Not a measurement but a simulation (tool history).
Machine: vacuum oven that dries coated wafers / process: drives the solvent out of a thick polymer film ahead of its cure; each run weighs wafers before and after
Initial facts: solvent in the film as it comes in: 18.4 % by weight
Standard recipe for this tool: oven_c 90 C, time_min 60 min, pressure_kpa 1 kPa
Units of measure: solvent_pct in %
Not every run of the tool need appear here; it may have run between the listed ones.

run    day  oven_c  time_min  pressure_kpa  solvent_pct
  1      0      90        60             1         3.02
  2  0.533      90        60             1         3.05
  3  1.004      98        60             1         1.99
  4  1.283      98        60             1         1.99
  5  1.688      90        60          1.46         3.79
  6  2.225      99        60             1         1.81
  7    2.5      99        60             1         1.91
  8  3.017      99        37             1         2.81
  9  3.617      88        52          2.51          6.8
 10  4.062      88        52          2.51         6.77
 11   4.55      84        93          0.51         2.05
 12   5.05      84        93          0.51         2.03
 13  5.592     105        38          0.65          1.6
 14  6.071     105        38          0.65         1.64
 15  6.433      97        38          0.65         2.65
 16  6.854      80        52          1.46          6.8

Branching from run 16: 5 alternative next runs. What would each branch give?
  A  7.196      90        66             1            ?
  B  7.196     102        33             1            ?
  C  7.196      98        52           0.9            ?
  D  7.196     103        60          0.78            ?
  E  7.196      82        37          0.83            ?

run  solvent_pct
  A          2.8
  B         2.73
  C         1.92
  D         1.19
  E          6.4
Had the tool no hidden state, the same runs would have come out as:
run  solvent_pct
  A         2.68
  B         2.69
  C         1.83
  D         1.09
  E         6.32
